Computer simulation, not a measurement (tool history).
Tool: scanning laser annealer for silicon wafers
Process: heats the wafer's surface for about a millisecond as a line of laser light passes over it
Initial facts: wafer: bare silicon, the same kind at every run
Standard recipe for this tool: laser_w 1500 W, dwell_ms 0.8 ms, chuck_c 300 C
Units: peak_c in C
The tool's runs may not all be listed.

run	hour	laser_w	dwell_ms	chuck_c	peak_c
1	0	1500	0.8	300	1061
2	15.7	1490	0.8	300	1057
3	31.5	1500	0.663	300	998
4	50	1500	0.663	300	997
# hour 61.3: window over the wafer cleaned
5	71.9	1500	0.8	300	1108
6	95.1	1500	0.8	300	1113
7	130.8	1500	0.8	300	1106
8	157	1500	0.8	300	1109
9	179.2	1500	0.8	300	1107
10	210.5	1500	0.8	300	1105
11	246.2	1500	0.8	300	1101
12	272.6	1500	0.8	300	1098
13	288.8	1500	0.8	300	1101
14	309.1	1500	0.766	300	1084
15	336.3	1500	0.766	300	1083
16	369.4	1296	0.8	300	963
17	389.4	1296	0.8	300	963
18	424.9	1500	0.8	300	1092
19	460.6	1500	0.8	300	1092
20	481	1500	0.858	300	1116
21	511.1	1495	0.8	332	1119
22	529.8	1559	0.8	328	1154
23	556.2	1559	0.8	315	1140
24	581.8	1500	0.783	300	1076
25	612.8	1500	0.783	300	1072
26	630.2	1500	0.714	286	1028
27	665.9	1500	0.8	261	1039
# hour 675.8: optics aligned, line set to its width
28	701.3	1500	0.8	261	1064
29	716.5	1365	0.665	312	968
30	731.5	1365	0.665	312	963
31	750.7	1465	0.665	312	1023
32	770.4	1451	0.797	294	1061
33	791.9	1451	0.797	294	1059
34	817.2	1500	0.807	306	1106
35	853.7	1500	0.807	306	1101
36	874.2	1500	0.807	306	1100

Some steps in peak_c, run to run, broken into two amounts with sign: the step expected even without the hidden condition (settings, incoming material, random variation), and the rest, left for the hidden condition together with whatever gauge scatter is not in both the measured and the hidden-condition-free result:
Hidden state at play: light that passes the window, % of a clean one's; laser's true power over the reading, %; width of the line over the set one, %; drift of the gauge itself on peak_c, C.
Run 4 -> 5: dwell_ms 0.663 -> 0.8, window over the wafer cleaned. peak_c +111 C: hidden state +43, all else +68.
Run 15 -> 16: laser_w 1500 -> 1296, dwell_ms 0.766 -> 0.8. peak_c -120 C: hidden state +2, all else -122.
Run 17 -> 18: laser_w 1296 -> 1500. peak_c +129 C: hidden state -8, all else +137.
Run 27 -> 28: optics aligned, line set to its width. peak_c +25 C: hidden state +22, all else +3.
